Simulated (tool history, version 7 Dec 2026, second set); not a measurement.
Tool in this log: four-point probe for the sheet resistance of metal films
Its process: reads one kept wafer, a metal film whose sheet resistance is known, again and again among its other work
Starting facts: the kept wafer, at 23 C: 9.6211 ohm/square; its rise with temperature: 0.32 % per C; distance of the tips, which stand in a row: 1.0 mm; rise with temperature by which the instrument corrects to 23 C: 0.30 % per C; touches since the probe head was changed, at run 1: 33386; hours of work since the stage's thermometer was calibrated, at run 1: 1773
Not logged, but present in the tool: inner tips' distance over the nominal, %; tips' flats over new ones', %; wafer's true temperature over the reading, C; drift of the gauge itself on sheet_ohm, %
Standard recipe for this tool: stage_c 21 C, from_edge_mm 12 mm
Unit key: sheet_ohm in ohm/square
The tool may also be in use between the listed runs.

| run | hour | stage_c | from_edge_mm | touches since the probe head was changed | hours of work since the stage's thermometer was calibrated | sheet_ohm |
|---|---|---|---|---|---|---|
| 1 | 0 | 21 | 12 | 33386 | 1773 | 9.653009 |
| 2 | 38.3 | 23 | 12 | 34294 | 1803 | 9.656863 |
| 3 | 61.3 | 21 | 40 | 34837 | 1821 | 9.620475 |
| 4 | 111.4 | 21 | 24 | 36025 | 1860 | 9.625612 |
| 5 | 138.7 | 22 | 12 | 36670 | 1882 | 9.656808 |
| 6 | 169.5 | 22 | 12 | 37400 | 1906 | 9.652932 |
| 7 | 205.3 | 22 | 12 | 38248 | 1934 | 9.653279 |
| 8 | 239.2 | 22 | 12 | 39050 | 1961 | 9.659045 |
| 9 | 281 | 22 | 12 | 40039 | 1993 | 9.658322 |
| 10 | 327 | 22 | 12 | 41128 | 2029 | 9.655245 |
| 11 | 358.1 | 25 | 3 | 41864 | 2054 | 10.167213 |
| 12 | 409.9 | 25 | 3 | 43091 | 2094 | 10.165491 |
| 13 | 443.5 | 25 | 3 | 43887 | 2121 | 10.164758 |
| 14 | 476.2 | 25 | 3 | 44661 | 2146 | 10.166967 |
| 15 | 519.9 | 21 | 3 | 45694 | 2181 | 10.16043 |
| 16 | 568.6 | 18 | 56 | 46848 | 2219 | 9.610553 |
| 17 | 614.5 | 18 | 56 | 47935 | 2255 | 9.615918 |
| 18 | 666.2 | 23 | 5 | 49158 | 2295 | 9.821395 |
| 19 | 701.9 | 23 | 5 | 50003 | 2323 | 9.82379 |
| 20 | 734.4 | 23 | 5 | 50773 | 2349 | 9.823775 |

What if the next run were any one of these 3? Each begins from the tool's condition after run 20:
| A | 758 | 31 | 12 | 51332 | 2367 | ? |
| B | 758 | 31 | 6 | 51332 | 2367 | ? |
| C | 758 | 26 | 7 | 51332 | 2367 | ? |

| run | sheet_ohm |
|---|---|
| A | 9.67245 |
| B | 9.783136 |
| C | 9.738064 |
The same runs, with their run-to-run variation unchanged, on a tool lacking any hidden condition would have given:
| run | sheet_ohm |
|---|---|
| A | 9.672233 |
| B | 9.782916 |
| C | 9.737844 |
